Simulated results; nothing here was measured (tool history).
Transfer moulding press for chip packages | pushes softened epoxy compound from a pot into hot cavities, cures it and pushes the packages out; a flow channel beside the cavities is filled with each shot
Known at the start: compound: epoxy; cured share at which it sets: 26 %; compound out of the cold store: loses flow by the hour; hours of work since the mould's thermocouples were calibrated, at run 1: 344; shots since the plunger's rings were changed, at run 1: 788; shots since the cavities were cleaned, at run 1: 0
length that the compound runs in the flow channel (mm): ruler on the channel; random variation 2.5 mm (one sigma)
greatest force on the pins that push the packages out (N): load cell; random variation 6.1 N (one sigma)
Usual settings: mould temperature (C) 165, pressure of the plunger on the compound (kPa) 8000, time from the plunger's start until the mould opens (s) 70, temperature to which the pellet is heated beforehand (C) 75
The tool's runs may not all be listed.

| run | day | mould temperature (C) | pressure of the plunger on the compound (kPa) | time from the plunger's start until the mould opens (s) | temperature to which the pellet is heated beforehand (C) | hours of work since the mould's thermocouples were calibrated | shots since the plunger's rings were changed | shots since the cavities were cleaned | incoming compound's hours out of the cold store | length that the compound runs in the flow channel (mm) | greatest force on the pins that push the packages out (N) |
|---|---|---|---|---|---|---|---|---|---|---|---|
| 1 | 0.000 | 165 | 8000 | 70 | 75 | 344 | 788 | 0 | 46.2 | 689 | 246 |
| 2 | 0.658 | 165 | 8000 | 70 | 75 | 356 | 1070 | 282 | 45.0 | 688 | 312 |
| 3 | 1.188 | 165 | 8000 | 70 | 75 | 365 | 1295 | 507 | 38.9 | 709 | 360 |
|  | 1.296 | cavities cleaned with cleaning compound and waxed |
| 4 | 1.858 | 165 | 8000 | 70 | 75 | 376 | 1555 | 240 | 30.2 | 747 | 311 |
|  | 2.608 | cavities cleaned with cleaning compound and waxed |
| 5 | 2.679 | 165 | 8000 | 70 | 75 | 390 | 1878 | 29 | 16.9 | 802 | 258 |
| 6 | 3.046 | 165 | 8000 | 70 | 75 | 397 | 2034 | 185 | 31.8 | 733 | 303 |
| 7 | 3.600 | 165 | 8000 | 70 | 75 | 407 | 2271 | 422 | 17.1 | 794 | 367 |
|  | 3.908 | cavities cleaned with cleaning compound and waxed |
| 8 | 4.067 | 165 | 8000 | 70 | 75 | 414 | 2444 | 67 | 39.0 | 699 | 267 |
| 9 | 4.400 | 165 | 8000 | 70 | 75 | 420 | 2586 | 209 | 13.1 | 809 | 323 |
|  | 4.867 | plunger's sealing rings changed |
| 10 | 4.933 | 165 | 8000 | 70 | 75 | 428 | 30 | 394 | 27.8 | 772 | 341 |
|  | 5.296 | cavities cleaned with cleaning compound and waxed |
| 11 | 5.567 | 165 | 8000 | 70 | 75 | 438 | 273 | 115 | 31.0 | 753 | 282 |
| 12 | 5.912 | 165 | 7480 | 70 | 75 | 445 | 420 | 262 | 23.5 | 767 | 322 |
| 13 | 6.442 | 165 | 7480 | 70 | 75 | 454 | 647 | 489 | 10.5 | 823 | 388 |
|  | 6.575 | cavities cleaned with cleaning compound and waxed |
| 14 | 6.888 | 165 | 7480 | 75 | 70 | 461 | 811 | 133 | 21.9 | 768 | 258 |
| 15 | 7.658 | 159 | 7050 | 62 | 85 | 475 | 1139 | 461 | 13.1 | 789 | 714 |
|  | 7.888 | cavities cleaned with cleaning compound and waxed |
| 16 | 8.158 | 161 | 7120 | 63 | 75 | 483 | 1327 | 117 | 23.7 | 742 | 503 |
| 17 | 8.838 | 161 | 7120 | 63 | 75 | 495 | 1617 | 407 | 39.6 | 676 | 579 |
|  | 9.200 | cavities cleaned with cleaning compound and waxed |
| 18 | 9.321 | 161 | 7120 | 63 | 75 | 503 | 1796 | 52 | 9.8 | 800 | 501 |
| 19 | 10.083 | 161 | 7120 | 63 | 75 | 517 | 2123 | 379 | 15.3 | 767 | 632 |
|  | 10.496 | cavities cleaned with cleaning compound and waxed |
| 20 | 10.567 | 165 | 8000 | 70 | 80 | 525 | 2302 | 31 | 11.2 | 815 | 276 |
|  | 10.767 | mould's thermocouples calibrated |
| 21 | 11.088 | 165 | 6190 | 70 | 75 | 6 | 2490 | 219 | 8.9 | 725 | 314 |
|  | 11.758 | plunger's sealing rings changed |
|  | 11.962 | cavities cleaned with cleaning compound and waxed |
| 22 | 11.988 | 165 | 8000 | 53 | 75 | 19 | 71 | 11 | 27.0 | 772 | 503 |
| 23 | 12.738 | 165 | 8000 | 53 | 75 | 33 | 391 | 331 | 24.4 | 782 | 666 |
|  | 13.279 | cavities cleaned with cleaning compound and waxed |
| 24 | 13.575 | 165 | 9490 | 96 | 81 | 47 | 722 | 127 | 14.0 | 902 | 211 |
| 25 | 14.000 | 161 | 7720 | 56 | 84 | 55 | 904 | 309 | 16.0 | 808 | 721 |

Hidden state or all else? Some run-to-run changes of length that the compound runs in the flow channel (mm), split into what the settings, what came in and random variation would give without the hidden state, and what is left for the hidden state (with any gauge scatter that isn't in both results):
The hidden state here: true mould temperature over the reading, C; pressure that reaches the compound, % of what is set; grip of the stained cavities, % over clean ones'; drift of the gauge itself on flow_mm, %; drift of the gauge itself on push_out_n, %.
Run 9 -> 10: plunger's sealing rings changed. length that the compound runs in the flow channel (mm) -37: hidden state +35, all else -72.
Run 17 -> 18: cavities cleaned with cleaning compound and waxed. length that the compound runs in the flow channel (mm) +124: hidden state -5, all else +129.
Run 21 -> 22: pressure of the plunger on the compound (kPa) 6190 -> 8000, time from the plunger's start until the mould opens (s) 70 -> 53, plunger's sealing rings changed, cavities cleaned with cleaning compound and waxed. length that the compound runs in the flow channel (mm) +47: hidden state +30, all else +17.
Run 23 -> 24: pressure of the plunger on the compound (kPa) 8000 -> 9490, time from the plunger's start until the mould opens (s) 53 -> 96, temperature to which the pellet is heated beforehand (C) 75 -> 81, cavities cleaned with cleaning compound and waxed. length that the compound runs in the flow channel (mm) +120: hidden state -5, all else +125.
